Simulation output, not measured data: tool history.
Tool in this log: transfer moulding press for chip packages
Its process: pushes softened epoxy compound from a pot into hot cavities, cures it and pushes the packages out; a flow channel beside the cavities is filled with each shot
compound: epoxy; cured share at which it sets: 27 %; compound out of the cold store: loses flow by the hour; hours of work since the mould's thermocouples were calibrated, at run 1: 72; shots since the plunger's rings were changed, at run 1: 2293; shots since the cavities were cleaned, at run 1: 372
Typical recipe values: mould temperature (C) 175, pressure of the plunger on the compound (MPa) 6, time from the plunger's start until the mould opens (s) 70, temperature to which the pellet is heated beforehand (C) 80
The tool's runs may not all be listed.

| run | hour | mould temperature (C) | pressure of the plunger on the compound (MPa) | time from the plunger's start until the mould opens (s) | temperature to which the pellet is heated beforehand (C) | hours of work since the mould's thermocouples were calibrated | shots since the plunger's rings were changed | shots since the cavities were cleaned | incoming compound's hours out of the cold store | length that the compound runs in the flow channel (mm) | greatest force on the pins that push the packages out (N) |
|---|---|---|---|---|---|---|---|---|---|---|---|
| 1 | 0 | 175 | 6 | 70 | 80 | 72 | 2293 | 372 | 13.6 | 811 | 361 |
|  | 15 | cavities cleaned with cleaning compound and waxed |
| 2 | 46.3 | 175 | 6 | 70 | 80 | 98 | 2852 | 390 | 18.6 | 789 | 374 |
|  | 63.8 | cavities cleaned with cleaning compound and waxed |
| 3 | 102 | 175 | 6 | 90 | 80 | 130 | 3527 | 476 | 12.2 | 787 | 304 |
|  | 110.4 | cavities cleaned with cleaning compound and waxed |
|  | 155.9 | cavities cleaned with cleaning compound and waxed |
| 4 | 155.9 | 180 | 6 | 90 | 80 | 160 | 4162 | 0 | 33 | 729 | 201 |
|  | 202 | cavities cleaned with cleaning compound and waxed |
| 5 | 223.4 | 175 | 6 | 90 | 80 | 199 | 4985 | 267 | 43.4 | 700 | 274 |
|  | 250.3 | cavities cleaned with cleaning compound and waxed |
| 6 | 283.3 | 175 | 6 | 90 | 80 | 233 | 5713 | 411 | 22.1 | 730 | 300 |
|  | 296 | cavities cleaned with cleaning compound and waxed |
| 7 | 338.6 | 175 | 6 | 90 | 80 | 265 | 6384 | 531 | 17.5 | 741 | 323 |
|  | 347.1 | cavities cleaned with cleaning compound and waxed |
| 8 | 379.4 | 175 | 6 | 90 | 80 | 288 | 6874 | 403 | 11.4 | 732 | 297 |
|  | 386.4 | plunger's sealing rings changed |
|  | 399.8 | cavities cleaned with cleaning compound and waxed |
|  | 448.7 | cavities cleaned with cleaning compound and waxed |
| 9 | 452.3 | 175 | 6 | 90 | 80 | 327 | 784 | 44 | 34.8 | 769 | 220 |
|  | 494.8 | cavities cleaned with cleaning compound and waxed |
| 10 | 512.3 | 175 | 6 | 70 | 80 | 361 | 1513 | 218 | 9.7 | 832 | 325 |
|  | 542.8 | cavities cleaned with cleaning compound and waxed |
| 11 | 558.5 | 175 | 6 | 70 | 80 | 388 | 2071 | 196 | 11.4 | 813 | 329 |
|  | 591.2 | cavities cleaned with cleaning compound and waxed |
| 12 | 593.4 | 175 | 6 | 70 | 80 | 407 | 2488 | 28 | 43.6 | 746 | 264 |
|  | 637.1 | cavities cleaned with cleaning compound and waxed |
| 13 | 658.6 | 175 | 6 | 70 | 76 | 445 | 3282 | 269 | 10 | 802 | 359 |
|  | 685.4 | cavities cleaned with cleaning compound and waxed |
| 14 | 693 | 175 | 6 | 70 | 76 | 464 | 3692 | 95 | 45.5 | 718 | 305 |
|  | 731.6 | cavities cleaned with cleaning compound and waxed |
| 15 | 747.7 | 182 | 7.05 | 69 | 81 | 495 | 4356 | 201 | 39.3 | 749 | 265 |
|  | 778.7 | cavities cleaned with cleaning compound and waxed |
| 16 | 820.3 | 182 | 7.05 | 69 | 81 | 537 | 5242 | 519 | 11.2 | 821 | 325 |
|  | 826.3 | cavities cleaned with cleaning compound and waxed |
|  | 874.7 | cavities cleaned with cleaning compound and waxed |
| 17 | 883.2 | 182 | 7.05 | 69 | 81 | 572 | 5989 | 106 | 12.4 | 796 | 235 |
|  | 921.6 | cavities cleaned with cleaning compound and waxed |
| 18 | 955.5 | 175 | 5.53 | 106 | 80 | 613 | 6871 | 423 | 37.9 | 665 | 290 |
|  | 962.6 | plunger's sealing rings changed |
|  | 969.6 | cavities cleaned with cleaning compound and waxed |
|  | 1016.3 | cavities cleaned with cleaning compound and waxed |
| 19 | 1031.2 | 176 | 5.27 | 96 | 77 | 655 | 817 | 186 | 34.9 | 732 | 259 |
|  | 1062.3 | cavities cleaned with cleaning compound and waxed |
| 20 | 1079.6 | 180 | 6.36 | 100 | 78 | 682 | 1403 | 217 | 26.6 | 791 | 259 |
|  | 1108.6 | mould's thermocouples calibrated |
|  | 1110.1 | cavities cleaned with cleaning compound and waxed |
| 21 | 1132.1 | 179 | 6 | 62 | 78 | 13 | 2014 | 275 | 11.8 | 808 | 340 |
|  | 1156 | cavities cleaned with cleaning compound and waxed |
| 22 | 1180.9 | 172 | 4.89 | 82 | 85 | 41 | 2603 | 311 | 18.5 | 711 | 321 |

Predict the results of run 23:
|  | 1202.6 | cavities cleaned with cleaning compound and waxed |
|  | 1248 | cavities cleaned with cleaning compound and waxed |
| 23 | 1249.4 | 181 | 4.84 | 58 | 72 | 79 | 3419 | 16 | 43.6 | ? | ? |

{"run 23": {"length that the compound runs in the flow channel (mm)": 638, "greatest force on the pins that push the packages out (N)": 256}}
Without the tool's hidden state the same run would have given length that the compound runs in the flow channel (mm) 680, greatest force on the pins that push the packages out (N) 247.
